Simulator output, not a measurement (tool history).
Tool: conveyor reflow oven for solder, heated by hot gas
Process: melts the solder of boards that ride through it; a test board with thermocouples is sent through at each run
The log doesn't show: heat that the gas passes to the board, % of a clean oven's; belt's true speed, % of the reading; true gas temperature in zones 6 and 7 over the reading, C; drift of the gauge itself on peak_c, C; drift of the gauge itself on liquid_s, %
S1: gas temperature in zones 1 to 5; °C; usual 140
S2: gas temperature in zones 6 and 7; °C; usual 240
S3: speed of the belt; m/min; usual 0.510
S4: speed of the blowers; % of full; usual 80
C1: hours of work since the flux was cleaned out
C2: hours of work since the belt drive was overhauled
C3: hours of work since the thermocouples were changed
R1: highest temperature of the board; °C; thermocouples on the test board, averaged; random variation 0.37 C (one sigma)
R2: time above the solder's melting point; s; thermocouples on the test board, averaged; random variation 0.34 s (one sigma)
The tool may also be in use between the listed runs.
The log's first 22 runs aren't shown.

Run 23, hour 1559.9: usual settings but S1 135 °C, S4 53 % of full; C1 219; C2 108; C3 538. Result: R1 220.7 °C, R2 65.5 s.
At hour 1581.8: flux residue cleaned out of gas plates and filters.
Run 24, hour 1650.2: usual settings but S1 135 °C, S4 53 % of full; C1 34; C2 150; C3 580. Result: R1 221.6 °C, R2 66.4 s.
Run 25, hour 1730.1: usual settings but S1 135 °C, S3 0.589 m/min, S4 76 % of full; C1 73; C2 189; C3 620. Result: R1 222.2 °C, R2 58.1 s.
At hour 1823.6: belt drive overhauled, speed set with a stopwatch, once more.
Run 26, hour 1836.3: usual settings but S1 149 °C, S3 0.516 m/min, S4 66 % of full; C1 124; C2 6; C3 670. Result: R1 225.2 °C, R2 71.2 s.
Run 27, hour 1929.9: usual settings but S1 154 °C; C1 170; C2 53; C3 717. Result: R1 227.8 °C, R2 76.2 s.
Run 28, hour 2033.7: usual settings but S3 0.476 m/min; C1 221; C2 104; C3 768. Result: R1 226.9 °C, R2 76.3 s.
At hour 2052.1: flux residue cleaned out of gas plates and filters.
Run 29, hour 2123.6: usual settings but S1 145 °C, S3 0.427 m/min, S4 75 % of full; C1 35; C2 146; C3 810. Result: R1 230.7 °C, R2 89.7 s.
Run 30, hour 2200.2: usual settings but S1 145 °C, S3 0.427 m/min, S4 75 % of full; C1 73; C2 184; C3 848. Result: R1 230.8 °C, R2 89.6 s.
Run 31, hour 2283.7: usual settings but S1 137 °C, S2 234 °C, S4 53 % of full; C1 114; C2 225; C3 889. Result: R1 214.4 °C, R2 58.9 s.

Forecast each of these 3 alternatives for the next run:
Run A, hour 2335.9: usual settings but S1 145 °C, S3 0.435 m/min, S4 60 % of full; C1 140; C2 251; C3 915. Result: R1 ?, R2 ?.
Run B, hour 2335.9: usual settings but S3 0.480 m/min, S4 67 % of full; C1 140; C2 251; C3 915. Result: R1 ?, R2 ?.
Run C, hour 2335.9: usual settings but S1 149 °C; C1 140; C2 251; C3 915. Result: R1 ?, R2 ?.

run     R1    R2
  A  227.0  85.7
  B  225.9  73.8
  C  227.1  74.5
Without the tool's hidden state the same runs would have given:
run     R1    R2
  A  229.7  86.9
  B  228.8  75.2
  C  230.0  75.6

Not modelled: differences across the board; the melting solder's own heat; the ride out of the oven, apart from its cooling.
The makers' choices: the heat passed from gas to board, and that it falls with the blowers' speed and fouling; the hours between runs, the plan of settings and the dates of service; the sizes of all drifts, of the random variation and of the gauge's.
